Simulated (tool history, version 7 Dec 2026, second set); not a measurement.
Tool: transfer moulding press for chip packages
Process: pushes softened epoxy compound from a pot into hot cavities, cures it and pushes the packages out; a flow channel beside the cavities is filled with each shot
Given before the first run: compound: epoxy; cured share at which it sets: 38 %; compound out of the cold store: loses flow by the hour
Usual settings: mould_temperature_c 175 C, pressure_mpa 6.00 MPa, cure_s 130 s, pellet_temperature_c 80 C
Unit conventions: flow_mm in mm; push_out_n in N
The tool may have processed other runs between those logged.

run	hour	mould_temperature_c	pressure_mpa	cure_s	pellet_temperature_c	incoming compound's hours out of the cold store	flow_mm	push_out_n
1	0.0	175	6.00	130	80	18.2	584	383
2	54.7	175	6.00	130	76	25.9	575	455
3	102.5	175	6.07	130	80	17.3	592	461
# hour 133.6: cavities cleaned with cleaning compound and waxed
4	144.5	175	6.00	130	80	16.8	582	374
5	240.4	175	6.00	130	80	10.1	602	490
# hour 284.9: cavities cleaned with cleaning compound and waxed
6	325.5	175	6.00	168	80	23.4	563	395
7	381.0	175	6.00	168	80	41.7	531	426
# hour 436.3: cavities cleaned with cleaning compound and waxed
8	443.8	175	6.58	130	80	29.9	572	369
9	541.3	175	6.00	130	80	11.4	581	454
# hour 588.6: cavities cleaned with cleaning compound and waxed
10	633.2	175	6.00	130	80	33.8	530	406
# hour 681.7: plunger's sealing rings changed
11	736.1	175	6.00	130	80	36.4	568	478
# hour 741.7: cavities cleaned with cleaning compound and waxed
# hour 819.0: mould's thermocouples calibrated
12	830.8	175	6.00	130	72	42.9	550	423
# hour 898.9: cavities cleaned with cleaning compound and waxed
13	902.8	175	6.00	126	80	10.3	608	392
14	992.1	177	7.17	128	73	25.0	626	421
# hour 1051.5: cavities cleaned with cleaning compound and waxed
15	1052.2	177	6.09	126	81	29.2	568	363
16	1149.7	177	6.09	126	81	33.1	552	445
# hour 1209.6: cavities cleaned with cleaning compound and waxed
17	1224.6	177	6.06	126	70	33.2	549	362
18	1314.7	177	6.06	126	70	31.7	550	451
# hour 1364.6: cavities cleaned with cleaning compound and waxed
19	1407.9	175	5.45	130	89	20.1	539	411
20	1472.8	175	5.45	130	89	16.5	548	480
# hour 1514.3: cavities cleaned with cleaning compound and waxed
21	1515.2	175	4.77	130	87	14.3	515	366
22	1567.5	180	6.63	147	79	21.6	580	398
23	1639.0	180	6.63	138	79	30.6	565	463
# hour 1664.9: cavities cleaned with cleaning compound and waxed
24	1690.4	175	7.32	137	80	44.2	562	382

What does the tool deliver on the next run?
# hour 1720.9: plunger's sealing rings changed
25	1736.3	175	7.32	137	80	36.9	?	?

flow_mm: 622 mm
push_out_n: 422 N
Minus the tool's unlogged condition, the same run would have read flow_mm 623 mm, push_out_n 345 N.

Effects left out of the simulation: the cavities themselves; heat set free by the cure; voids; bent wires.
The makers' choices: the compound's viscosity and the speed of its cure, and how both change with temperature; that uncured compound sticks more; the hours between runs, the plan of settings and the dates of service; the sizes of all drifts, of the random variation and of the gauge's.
